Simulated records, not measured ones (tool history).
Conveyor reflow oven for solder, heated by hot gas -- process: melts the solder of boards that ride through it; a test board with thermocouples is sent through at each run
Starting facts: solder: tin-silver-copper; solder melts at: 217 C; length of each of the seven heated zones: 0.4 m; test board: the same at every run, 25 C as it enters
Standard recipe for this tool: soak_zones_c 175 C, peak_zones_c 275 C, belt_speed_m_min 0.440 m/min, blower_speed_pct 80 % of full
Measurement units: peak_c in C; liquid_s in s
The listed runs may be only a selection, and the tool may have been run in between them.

{"run": 1, "hour": 0.0, "soak_zones_c": 175, "peak_zones_c": 275, "belt_speed_m_min": 0.44, "blower_speed_pct": 80, "peak_c": 266.0, "liquid_s": 95.6}
{"hour": 33.3, "done": "flux residue cleaned out of gas plates and filters"}
{"run": 2, "hour": 33.4, "soak_zones_c": 175, "peak_zones_c": 275, "belt_speed_m_min": 0.44, "blower_speed_pct": 80, "peak_c": 267.9, "liquid_s": 97.4}
{"run": 3, "hour": 72.9, "soak_zones_c": 175, "peak_zones_c": 269, "belt_speed_m_min": 0.44, "blower_speed_pct": 80, "peak_c": 262.3, "liquid_s": 93.5}
{"run": 4, "hour": 106.3, "soak_zones_c": 185, "peak_zones_c": 275, "belt_speed_m_min": 0.44, "blower_speed_pct": 80, "peak_c": 268.7, "liquid_s": 102.2}
{"run": 5, "hour": 168.3, "soak_zones_c": 175, "peak_zones_c": 275, "belt_speed_m_min": 0.44, "blower_speed_pct": 80, "peak_c": 267.5, "liquid_s": 97.4}
{"run": 6, "hour": 217.3, "soak_zones_c": 175, "peak_zones_c": 275, "belt_speed_m_min": 0.44, "blower_speed_pct": 80, "peak_c": 267.9, "liquid_s": 97.1}
{"run": 7, "hour": 243.4, "soak_zones_c": 175, "peak_zones_c": 275, "belt_speed_m_min": 0.44, "blower_speed_pct": 80, "peak_c": 267.6, "liquid_s": 97.4}
{"run": 8, "hour": 269.5, "soak_zones_c": 175, "peak_zones_c": 275, "belt_speed_m_min": 0.44, "blower_speed_pct": 80, "peak_c": 268.4, "liquid_s": 96.9}
{"run": 9, "hour": 314.2, "soak_zones_c": 175, "peak_zones_c": 275, "belt_speed_m_min": 0.44, "blower_speed_pct": 80, "peak_c": 267.4, "liquid_s": 97.1}
{"run": 10, "hour": 349.4, "soak_zones_c": 175, "peak_zones_c": 275, "belt_speed_m_min": 0.44, "blower_speed_pct": 70, "peak_c": 265.7, "liquid_s": 95.8}
{"run": 11, "hour": 401.9, "soak_zones_c": 175, "peak_zones_c": 275, "belt_speed_m_min": 0.44, "blower_speed_pct": 70, "peak_c": 265.9, "liquid_s": 96.1}
{"run": 12, "hour": 428.0, "soak_zones_c": 175, "peak_zones_c": 290, "belt_speed_m_min": 0.44, "blower_speed_pct": 80, "peak_c": 281.7, "liquid_s": 104.7}
{"run": 13, "hour": 460.5, "soak_zones_c": 175, "peak_zones_c": 275, "belt_speed_m_min": 0.44, "blower_speed_pct": 80, "peak_c": 267.3, "liquid_s": 97.0}
{"run": 14, "hour": 523.9, "soak_zones_c": 175, "peak_zones_c": 275, "belt_speed_m_min": 0.461, "blower_speed_pct": 80, "peak_c": 265.3, "liquid_s": 91.7}
{"hour": 567.7, "done": "flux residue cleaned out of gas plates and filters"}
{"run": 15, "hour": 571.2, "soak_zones_c": 175, "peak_zones_c": 275, "belt_speed_m_min": 0.461, "blower_speed_pct": 80, "peak_c": 268.3, "liquid_s": 93.9}
{"hour": 613.9, "done": "thermocouples of zones 6 and 7 changed"}
{"run": 16, "hour": 618.9, "soak_zones_c": 175, "peak_zones_c": 275, "belt_speed_m_min": 0.461, "blower_speed_pct": 80, "peak_c": 265.8, "liquid_s": 92.4}
{"run": 17, "hour": 670.8, "soak_zones_c": 174, "peak_zones_c": 275, "belt_speed_m_min": 0.367, "blower_speed_pct": 80, "peak_c": 269.4, "liquid_s": 119.4}
{"run": 18, "hour": 709.1, "soak_zones_c": 167, "peak_zones_c": 275, "belt_speed_m_min": 0.44, "blower_speed_pct": 84, "peak_c": 266.1, "liquid_s": 94.1}
{"run": 19, "hour": 753.9, "soak_zones_c": 176, "peak_zones_c": 289, "belt_speed_m_min": 0.44, "blower_speed_pct": 87, "peak_c": 281.1, "liquid_s": 106.1}
{"run": 20, "hour": 798.3, "soak_zones_c": 175, "peak_zones_c": 275, "belt_speed_m_min": 0.514, "blower_speed_pct": 80, "peak_c": 262.4, "liquid_s": 80.0}
{"run": 21, "hour": 841.2, "soak_zones_c": 175, "peak_zones_c": 275, "belt_speed_m_min": 0.514, "blower_speed_pct": 80, "peak_c": 262.1, "liquid_s": 80.4}
{"run": 22, "hour": 891.2, "soak_zones_c": 175, "peak_zones_c": 275, "belt_speed_m_min": 0.514, "blower_speed_pct": 80, "peak_c": 262.3, "liquid_s": 80.4}
{"run": 23, "hour": 946.7, "soak_zones_c": 175, "peak_zones_c": 275, "belt_speed_m_min": 0.514, "blower_speed_pct": 80, "peak_c": 262.3, "liquid_s": 79.9}
{"run": 24, "hour": 1003.6, "soak_zones_c": 175, "peak_zones_c": 264, "belt_speed_m_min": 0.44, "blower_speed_pct": 60, "peak_c": 253.0, "liquid_s": 85.8}
{"run": 25, "hour": 1067.7, "soak_zones_c": 182, "peak_zones_c": 275, "belt_speed_m_min": 0.44, "blower_speed_pct": 71, "peak_c": 266.1, "liquid_s": 99.7}
{"hour": 1087.3, "done": "belt drive overhauled, speed set with a stopwatch"}
{"hour": 1108.1, "done": "flux residue cleaned out of gas plates and filters"}
{"run": 26, "hour": 1119.4, "soak_zones_c": 177, "peak_zones_c": 288, "belt_speed_m_min": 0.44, "blower_speed_pct": 71, "peak_c": 279.2, "liquid_s": 103.7}
{"run": 27, "hour": 1168.2, "soak_zones_c": 177, "peak_zones_c": 288, "belt_speed_m_min": 0.44, "blower_speed_pct": 71, "peak_c": 278.9, "liquid_s": 103.9}
{"run": 28, "hour": 1199.1, "soak_zones_c": 180, "peak_zones_c": 286, "belt_speed_m_min": 0.471, "blower_speed_pct": 60, "peak_c": 273.6, "liquid_s": 95.7}
{"run": 29, "hour": 1238.7, "soak_zones_c": 180, "peak_zones_c": 286, "belt_speed_m_min": 0.471, "blower_speed_pct": 60, "peak_c": 273.2, "liquid_s": 95.8}

Branching from run 29: 3 alternative next runs. What would each branch give?
{"run": "A", "hour": 1289.7, "soak_zones_c": 188, "peak_zones_c": 288, "belt_speed_m_min": 0.471, "blower_speed_pct": 60, "peak_c": "?", "liquid_s": "?"}
{"run": "B", "hour": 1289.7, "soak_zones_c": 175, "peak_zones_c": 264, "belt_speed_m_min": 0.383, "blower_speed_pct": 56, "peak_c": "?", "liquid_s": "?"}
{"run": "C", "hour": 1289.7, "soak_zones_c": 178, "peak_zones_c": 286, "belt_speed_m_min": 0.471, "blower_speed_pct": 90, "peak_c": "?", "liquid_s": "?"}

run=A peak_c=276.2 liquid_s=100.7
run=B peak_c=256.9 liquid_s=103.0
run=C peak_c=277.4 liquid_s=97.2
What these runs would have given with no unlogged condition in the tool:
run=A peak_c=275.7 liquid_s=100.0
run=B peak_c=256.2 liquid_s=102.2
run=C peak_c=277.0 liquid_s=96.6
